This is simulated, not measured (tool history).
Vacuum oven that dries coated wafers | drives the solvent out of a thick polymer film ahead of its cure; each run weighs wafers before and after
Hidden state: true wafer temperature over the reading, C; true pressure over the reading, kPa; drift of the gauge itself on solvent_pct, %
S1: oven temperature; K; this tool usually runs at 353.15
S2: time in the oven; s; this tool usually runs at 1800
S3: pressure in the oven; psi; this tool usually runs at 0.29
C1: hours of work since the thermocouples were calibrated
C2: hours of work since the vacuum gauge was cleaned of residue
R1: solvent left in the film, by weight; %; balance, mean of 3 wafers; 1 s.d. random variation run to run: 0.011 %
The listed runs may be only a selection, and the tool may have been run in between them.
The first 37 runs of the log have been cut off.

| run | hour | S1 | S2 | S3 | C1 | C2 | R1 |
|---|---|---|---|---|---|---|---|
| 38 | 1034.5 | 346.15 | 1800 | 0.189 | 789 | 936 | 1.95 |
| 39 | 1067.4 | 342.15 | 1920 | 0.257 | 813 | 960 | 2.65 |
| 40 | 1094.1 | 366.15 | 1800 | 1.041 | 832 | 979 | 1.03 |
| 41 | 1120 | 348.15 | 1620 | 0.189 | 851 | 998 | 1.88 |
| 42 | 1140.6 | 359.15 | 1800 | 0.29 | 866 | 1013 | 0.62 |
| 43 | 1179.6 | 359.15 | 1800 | 0.29 | 894 | 1041 | 0.62 |
| 44 | 1206.7 | 355.15 | 1800 | 0.645 | 914 | 1061 | 1.36 |
| 45 | 1234.6 | 364.15 | 1380 | 1.133 | 934 | 1081 | 1.35 |
| 46 | 1251 | 364.15 | 1380 | 0.529 | 946 | 1093 | 0.77 |

Predict each of these 5 candidate next runs independently; none follows another, all start after run 46:
| A | 1271 | 344.15 | 1800 | 0.833 | 960 | 1107 | ? |
| B | 1271 | 364.15 | 2280 | 0.529 | 960 | 1107 | ? |
| C | 1271 | 362.15 | 1500 | 0.529 | 960 | 1107 | ? |
| D | 1271 | 366.15 | 1800 | 0.29 | 960 | 1107 | ? |
| E | 1271 | 364.15 | 3180 | 0.257 | 960 | 1107 | ? |

| run | R1 |
|---|---|
| A | 3.47 |
| B | 0.6 |
| C | 0.82 |
| D | 0.36 |
| E | 0.31 |
With the hidden condition removed and each run's random variation left untouched, the same runs would have given:
| run | R1 |
|---|---|
| A | 3.5 |
| B | 0.55 |
| C | 0.79 |
| D | 0.32 |
| E | 0.25 |
